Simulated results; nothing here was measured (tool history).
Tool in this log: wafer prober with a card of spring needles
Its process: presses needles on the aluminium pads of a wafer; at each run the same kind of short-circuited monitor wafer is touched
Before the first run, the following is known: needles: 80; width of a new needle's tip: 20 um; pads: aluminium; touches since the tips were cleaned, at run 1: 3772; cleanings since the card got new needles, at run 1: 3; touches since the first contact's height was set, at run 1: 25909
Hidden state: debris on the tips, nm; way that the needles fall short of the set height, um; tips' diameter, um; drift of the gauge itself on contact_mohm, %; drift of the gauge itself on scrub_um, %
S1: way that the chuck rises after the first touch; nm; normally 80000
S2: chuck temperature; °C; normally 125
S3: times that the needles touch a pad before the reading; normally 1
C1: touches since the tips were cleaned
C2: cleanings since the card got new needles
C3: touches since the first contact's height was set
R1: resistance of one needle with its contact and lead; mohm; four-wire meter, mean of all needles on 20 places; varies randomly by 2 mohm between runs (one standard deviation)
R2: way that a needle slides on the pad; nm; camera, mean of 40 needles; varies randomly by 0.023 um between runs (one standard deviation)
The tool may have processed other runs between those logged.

run,day,S1,S2,S3,C1,C2,C3,R1,R2
1,0,80000,125,1,3772,3,25909,220,14980
2,0.196,80000,125,1,4939,3,27076,223,15000
# day 0.412: tips cleaned on abrasive film
3,0.417,80000,125,1,18,4,28359,225,15000
4,0.804,80000,125,1,2347,4,30688,223,14900
5,1.121,80000,125,1,4231,4,32572,222,14990
6,1.429,80000,125,2,6062,4,34403,226,14890
# day 1.471: tips cleaned on abrasive film
7,1.842,60000,125,2,2217,5,36836,231,11190
8,2.1,60000,125,2,3763,5,38382,228,11140
9,2.317,80000,125,1,5039,5,39658,226,14800
# day 2.529: tips cleaned on abrasive film
10,2.779,80000,125,1,1491,6,42405,222,14820
11,3.092,80000,125,1,3355,6,44269,225,14750
# day 3.567: tips cleaned on abrasive film
12,3.567,86000,125,1,0,7,47057,219,15810
13,3.925,80000,125,1,2152,7,49209,221,14690
14,4.179,80000,125,1,3669,7,50726,221,14670
15,4.567,89000,125,2,5968,7,53025,222,16340
# day 4.625: tips cleaned on abrasive film
# day 4.662: gauge calibrated
16,4.904,89000,125,2,1663,8,55017,218,16660
17,5.171,69000,67,2,3259,8,56613,209,12910
18,5.533,78000,31,3,5422,8,58776,202,14580
# day 5.658: tips cleaned on abrasive film
19,5.858,88000,76,2,1191,9,60684,208,16430
20,6.225,78000,72,1,3378,9,62871,210,14550
21,6.675,80000,29,3,6056,9,65549,205,14840
# day 6.712: tips cleaned on abrasive film
22,7.108,87000,125,1,2353,10,68094,220,16130
23,7.446,94000,48,1,4377,10,70118,208,17400
# day 7.758: tips cleaned on abrasive film
24,7.762,62000,125,1,8,11,71972,229,11440

The next listed run, before its measurement:
25,7.962,62000,125,1,1215,11,73179,?,?

Run 25 measured R1 229 mohm, R2 11470 nm.
Take away the tool's hidden state, keep the run-to-run variation as it was, and the same run would have given R1 228 mohm, R2 11660 nm.

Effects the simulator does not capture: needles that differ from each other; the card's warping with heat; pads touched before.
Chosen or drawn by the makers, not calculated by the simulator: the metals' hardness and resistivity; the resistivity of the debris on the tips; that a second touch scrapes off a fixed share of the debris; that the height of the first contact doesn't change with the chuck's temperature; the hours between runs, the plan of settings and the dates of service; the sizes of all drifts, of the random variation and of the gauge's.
